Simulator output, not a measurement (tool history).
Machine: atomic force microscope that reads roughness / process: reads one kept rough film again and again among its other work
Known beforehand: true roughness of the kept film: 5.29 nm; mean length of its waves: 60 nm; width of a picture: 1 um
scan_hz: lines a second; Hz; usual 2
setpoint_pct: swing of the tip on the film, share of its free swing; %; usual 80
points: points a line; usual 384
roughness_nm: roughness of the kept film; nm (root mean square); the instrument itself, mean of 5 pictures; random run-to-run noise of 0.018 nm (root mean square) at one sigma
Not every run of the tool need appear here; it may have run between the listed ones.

{"run": 1, "hour": 0.0, "scan_hz": 2, "setpoint_pct": 80, "points": 384, "roughness_nm": 4.317}
{"run": 2, "hour": 5.2, "scan_hz": 2.48, "setpoint_pct": 80, "points": 384, "roughness_nm": 4.17}
{"run": 3, "hour": 12.7, "scan_hz": 2, "setpoint_pct": 80, "points": 262, "roughness_nm": 4.269}
{"run": 4, "hour": 18.0, "scan_hz": 2, "setpoint_pct": 80, "points": 1003, "roughness_nm": 4.291}
{"run": 5, "hour": 22.6, "scan_hz": 2, "setpoint_pct": 80, "points": 1003, "roughness_nm": 4.275}
{"run": 6, "hour": 29.3, "scan_hz": 2, "setpoint_pct": 57, "points": 384, "roughness_nm": 4.755}
{"run": 7, "hour": 39.5, "scan_hz": 2, "setpoint_pct": 57, "points": 384, "roughness_nm": 4.714}
{"run": 8, "hour": 44.7, "scan_hz": 2, "setpoint_pct": 57, "points": 384, "roughness_nm": 4.713}
{"run": 9, "hour": 55.8, "scan_hz": 2, "setpoint_pct": 57, "points": 384, "roughness_nm": 4.695}
{"run": 10, "hour": 66.0, "scan_hz": 2, "setpoint_pct": 80, "points": 384, "roughness_nm": 4.192}
{"run": 11, "hour": 75.5, "scan_hz": 2, "setpoint_pct": 80, "points": 384, "roughness_nm": 4.204}
{"run": 12, "hour": 82.7, "scan_hz": 2, "setpoint_pct": 74, "points": 384, "roughness_nm": 4.328}
{"run": 13, "hour": 90.4, "scan_hz": 2, "setpoint_pct": 80, "points": 384, "roughness_nm": 4.168}
{"run": 14, "hour": 95.4, "scan_hz": 2, "setpoint_pct": 80, "points": 384, "roughness_nm": 4.143}
{"run": 15, "hour": 104.4, "scan_hz": 2, "setpoint_pct": 80, "points": 384, "roughness_nm": 4.123}
{"run": 16, "hour": 109.7, "scan_hz": 1.38, "setpoint_pct": 80, "points": 384, "roughness_nm": 4.265}
{"hour": 117.3, "done": "new tip fitted"}
{"run": 17, "hour": 117.9, "scan_hz": 1.38, "setpoint_pct": 80, "points": 384, "roughness_nm": 4.625}
{"run": 18, "hour": 128.7, "scan_hz": 1.38, "setpoint_pct": 80, "points": 384, "roughness_nm": 4.652}
{"run": 19, "hour": 133.7, "scan_hz": 1.38, "setpoint_pct": 80, "points": 384, "roughness_nm": 4.606}
{"run": 20, "hour": 144.8, "scan_hz": 1.38, "setpoint_pct": 80, "points": 384, "roughness_nm": 4.556}
{"run": 21, "hour": 154.1, "scan_hz": 1.38, "setpoint_pct": 80, "points": 384, "roughness_nm": 4.56}
{"run": 22, "hour": 160.0, "scan_hz": 1.38, "setpoint_pct": 80, "points": 384, "roughness_nm": 4.536}
{"run": 23, "hour": 170.6, "scan_hz": 2, "setpoint_pct": 80, "points": 384, "roughness_nm": 4.337}
{"run": 24, "hour": 181.6, "scan_hz": 2, "setpoint_pct": 80, "points": 384, "roughness_nm": 4.288}
{"run": 25, "hour": 192.2, "scan_hz": 2, "setpoint_pct": 67, "points": 791, "roughness_nm": 4.629}
{"run": 26, "hour": 197.9, "scan_hz": 2, "setpoint_pct": 67, "points": 791, "roughness_nm": 4.605}
{"run": 27, "hour": 208.3, "scan_hz": 2, "setpoint_pct": 67, "points": 791, "roughness_nm": 4.586}
{"run": 28, "hour": 216.2, "scan_hz": 1.91, "setpoint_pct": 70, "points": 788, "roughness_nm": 4.517}
{"run": 29, "hour": 221.2, "scan_hz": 1.18, "setpoint_pct": 67, "points": 788, "roughness_nm": 4.714}
{"run": 30, "hour": 231.6, "scan_hz": 1.18, "setpoint_pct": 58, "points": 420, "roughness_nm": 4.778}
{"run": 31, "hour": 236.6, "scan_hz": 1.18, "setpoint_pct": 58, "points": 420, "roughness_nm": 4.758}
{"run": 32, "hour": 242.5, "scan_hz": 1.18, "setpoint_pct": 62, "points": 484, "roughness_nm": 4.73}
{"run": 33, "hour": 252.2, "scan_hz": 0.71, "setpoint_pct": 83, "points": 381, "roughness_nm": 4.556}
{"run": 34, "hour": 263.0, "scan_hz": 0.85, "setpoint_pct": 83, "points": 850, "roughness_nm": 4.505}
{"run": 35, "hour": 273.6, "scan_hz": 2, "setpoint_pct": 73, "points": 384, "roughness_nm": 4.34}
{"run": 36, "hour": 280.7, "scan_hz": 3.18, "setpoint_pct": 71, "points": 1019, "roughness_nm": 4.147}
{"hour": 283.7, "done": "new tip fitted"}
{"run": 37, "hour": 289.1, "scan_hz": 0.87, "setpoint_pct": 70, "points": 384, "roughness_nm": 4.947}
{"run": 38, "hour": 293.8, "scan_hz": 2, "setpoint_pct": 82, "points": 700, "roughness_nm": 4.366}
{"run": 39, "hour": 299.7, "scan_hz": 0.56, "setpoint_pct": 76, "points": 384, "roughness_nm": 4.935}
{"run": 40, "hour": 304.8, "scan_hz": 0.56, "setpoint_pct": 76, "points": 654, "roughness_nm": 4.911}
{"run": 41, "hour": 315.7, "scan_hz": 0.53, "setpoint_pct": 81, "points": 839, "roughness_nm": 4.871}
{"run": 42, "hour": 325.2, "scan_hz": 0.65, "setpoint_pct": 71, "points": 284, "roughness_nm": 4.891}
{"run": 43, "hour": 332.7, "scan_hz": 1.09, "setpoint_pct": 71, "points": 284, "roughness_nm": 4.806}
{"run": 44, "hour": 339.4, "scan_hz": 1.09, "setpoint_pct": 71, "points": 284, "roughness_nm": 4.79}
{"run": 45, "hour": 350.6, "scan_hz": 1.54, "setpoint_pct": 56, "points": 879, "roughness_nm": 4.873}
{"run": 46, "hour": 357.9, "scan_hz": 1.54, "setpoint_pct": 56, "points": 879, "roughness_nm": 4.829}
{"run": 47, "hour": 363.9, "scan_hz": 3.64, "setpoint_pct": 80, "points": 384, "roughness_nm": 3.857}

Subtracting, for every run, the result it would have given without the tool's unlogged condition from the measured result gives the following. The same run-to-run variation enters both numbers; the gauge's scatter may not:
The hidden state here: radius of the tip, nm; height scale over the true one, %; drift of the gauge itself on roughness_nm, %.
run=1 roughness_nm=-0.101
run=2 roughness_nm=-0.108
run=3 roughness_nm=-0.125
run=4 roughness_nm=-0.137
run=5 roughness_nm=-0.145
run=6 roughness_nm=-0.176
run=7 roughness_nm=-0.196
run=8 roughness_nm=-0.206
run=9 roughness_nm=-0.228
run=10 roughness_nm=-0.221
run=11 roughness_nm=-0.239
run=12 roughness_nm=-0.262
run=13 roughness_nm=-0.266
run=14 roughness_nm=-0.273
run=15 roughness_nm=-0.288
run=16 roughness_nm=-0.309
run=17 roughness_nm=+0.02
run=18 roughness_nm=-0.005
run=19 roughness_nm=-0.014
run=20 roughness_nm=-0.038
run=21 roughness_nm=-0.055
run=22 roughness_nm=-0.067
run=23 roughness_nm=-0.084
run=24 roughness_nm=-0.105
run=25 roughness_nm=-0.136
run=26 roughness_nm=-0.147
run=27 roughness_nm=-0.168
run=28 roughness_nm=-0.182
run=29 roughness_nm=-0.202
run=30 roughness_nm=-0.226
run=31 roughness_nm=-0.235
run=32 roughness_nm=-0.245
run=33 roughness_nm=-0.256
run=34 roughness_nm=-0.276
run=35 roughness_nm=-0.285
run=36 roughness_nm=-0.286
run=37 roughness_nm=+0.011
run=38 roughness_nm=+0.002
run=39 roughness_nm=-0.012
run=40 roughness_nm=-0.023
run=41 roughness_nm=-0.045
run=42 roughness_nm=-0.065
run=43 roughness_nm=-0.079
run=44 roughness_nm=-0.092
run=45 roughness_nm=-0.119
run=46 roughness_nm=-0.134
run=47 roughness_nm=-0.117
